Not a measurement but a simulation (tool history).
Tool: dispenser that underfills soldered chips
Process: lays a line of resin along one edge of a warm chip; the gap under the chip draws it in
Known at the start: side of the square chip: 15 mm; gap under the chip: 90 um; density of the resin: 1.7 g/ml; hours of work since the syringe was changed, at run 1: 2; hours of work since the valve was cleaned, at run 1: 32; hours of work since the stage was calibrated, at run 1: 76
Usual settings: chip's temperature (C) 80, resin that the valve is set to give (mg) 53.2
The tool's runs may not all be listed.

| run | hour | chip's temperature (C) | resin that the valve is set to give (mg) | hours of work since the syringe was changed | hours of work since the valve was cleaned | hours of work since the stage was calibrated | time until the resin shows at the far edge (s) | resin that the valve gave (mg) |
|---|---|---|---|---|---|---|---|---|
| 1 | 0 | 80 | 53.2 | 2 | 32 | 76 | 135.4 | 52.09 |
|  | 5.2 | new syringe of resin |
| 2 | 9.3 | 80 | 53.2 | 3 | 37 | 82 | 134.7 | 51.83 |
|  | 14.1 | new syringe of resin |
| 3 | 17.2 | 80 | 53.2 | 2 | 42 | 87 | 134.3 | 51.48 |
|  | 23.5 | new syringe of resin |
| 4 | 24 | 80 | 53.2 | 0 | 46 | 91 | 117.3 | 51.35 |
| 5 | 31.7 | 71 | 53.2 | 5 | 51 | 96 | 252.7 | 51.15 |
|  | 32.7 | new syringe of resin |
| 6 | 38.2 | 71 | 53.2 | 4 | 55 | 100 | 223.7 | 51.15 |
|  | 41.3 | new syringe of resin |
| 7 | 43.2 | 71 | 53.2 | 1 | 58 | 103 | 192.7 | 51.16 |
|  | 50.3 | new syringe of resin |
| 8 | 53.4 | 71 | 53.2 | 2 | 65 | 109 | 207.7 | 50.91 |
|  | 59 | new syringe of resin |
| 9 | 62.9 | 71 | 53.2 | 3 | 71 | 115 | 208.4 | 50.4 |
|  | 68 | new syringe of resin |
|  | 69.5 | dispensing valve cleaned and set on the balance |
| 10 | 70.7 | 71 | 53.2 | 1 | 1 | 120 | 189 | 53.1 |
|  | 78.3 | new syringe of resin |
| 11 | 78.3 | 80 | 53.2 | 0 | 5 | 124 | 111 | 53.07 |
| 12 | 84.5 | 80 | 53.2 | 4 | 9 | 128 | 151 | 53.02 |
|  | 87.4 | new syringe of resin |
| 13 | 91.1 | 80 | 53.2 | 2 | 14 | 132 | 135.5 | 52.7 |
|  | 96.1 | new syringe of resin |
| 14 | 100.3 | 80 | 46.1 | 3 | 19 | 138 | 145.8 | 45.78 |
|  | 104.8 | new syringe of resin |
| 15 | 105.1 | 80 | 46.1 | 0 | 22 | 141 | 118.5 | 45.22 |
| 16 | 110.2 | 80 | 46.1 | 3 | 25 | 144 | 148.6 | 45.26 |
|  | 113.7 | new syringe of resin |
| 17 | 115.6 | 80 | 46.1 | 1 | 29 | 147 | 125.8 | 45.12 |
|  | 122.6 | new syringe of resin |
| 18 | 125.8 | 69 | 63 | 2 | 35 | 154 | 221.4 | 61.24 |
|  | 131.2 | new syringe of resin |
| 19 | 131.7 | 82 | 48.8 | 0 | 39 | 157 | 111.1 | 47.45 |
|  | 140.3 | new syringe of resin |
| 20 | 140.3 | 77 | 51.2 | 0 | 44 | 163 | 133.9 | 49.71 |
| 21 | 144.7 | 80 | 64.6 | 3 | 47 | 166 | 138 | 62.28 |
|  | 149.4 | new syringe of resin |
| 22 | 150.3 | 86 | 45.6 | 1 | 50 | 169 | 93.2 | 44.13 |
|  | 158.4 | new syringe of resin |
| 23 | 158.9 | 77 | 50.2 | 0 | 56 | 174 | 132.7 | 48.03 |
| 24 | 165 | 84 | 65.6 | 4 | 59 | 178 | 123.8 | 62.68 |
|  | 167.3 | new syringe of resin |
| 25 | 173.5 | 84 | 65.6 | 4 | 65 | 184 | 123.9 | 62.51 |
|  | 176 | new syringe of resin |
| 26 | 182.5 | 78 | 54.3 | 4 | 70 | 189 | 173.4 | 51.39 |
|  | 185.2 | new syringe of resin |
| 27 | 187.3 | 84 | 58 | 1 | 73 | 192 | 103.9 | 54.79 |
|  | 190.5 | dispensing valve cleaned and set on the balance |
|  | 195.6 | new syringe of resin |
| 28 | 195.9 | 80 | 65.6 | 0 | 3 | 197 | 116 | 65.42 |
|  | 204.9 | new syringe of resin |
| 29 | 206.1 | 80 | 65.6 | 1 | 10 | 203 | 121.6 | 65.23 |
| 30 | 211.1 | 75 | 50 | 4 | 13 | 206 | 197.2 | 49.55 |
|  | 213.6 | new syringe of resin |
| 31 | 217.7 | 80 | 64.2 | 3 | 17 | 210 | 139.5 | 63.29 |
|  | 222.7 | new syringe of resin |
| 32 | 226.2 | 72 | 66.9 | 2 | 22 | 216 | 198.5 | 65.93 |
|  | 231.8 | new syringe of resin |
| 33 | 236 | 94 | 49.2 | 3 | 28 | 222 | 77.4 | 48.22 |
|  | 240.7 | new syringe of resin |
| 34 | 241.9 | 94 | 49.2 | 1 | 32 | 225 | 67 | 47.96 |

Forecast each of these 4 alternatives for the next run:
| A | 247.3 | 85 | 56.8 | 4 | 35 | 229 | ? | ? |
| B | 247.3 | 66 | 53.2 | 4 | 35 | 229 | ? | ? |
| C | 247.3 | 85 | 53.6 | 4 | 35 | 229 | ? | ? |
| D | 247.3 | 85 | 46.9 | 4 | 35 | 229 | ? | ? |

| run | time until the resin shows at the far edge (s) | resin that the valve gave (mg) |
|---|---|---|
| A | 123.4 | 55.27 |
| B | 315.7 | 51.93 |
| C | 125.7 | 52.46 |
| D | 127.6 | 45.64 |
Without the tool's hidden state the same runs would have given:
| run | time until the resin shows at the far edge (s) | resin that the valve gave (mg) |
|---|---|---|
| A | 86.6 | 56.7 |
| B | 220.1 | 53.27 |
| C | 88.1 | 53.82 |
| D | 89.3 | 46.82 |

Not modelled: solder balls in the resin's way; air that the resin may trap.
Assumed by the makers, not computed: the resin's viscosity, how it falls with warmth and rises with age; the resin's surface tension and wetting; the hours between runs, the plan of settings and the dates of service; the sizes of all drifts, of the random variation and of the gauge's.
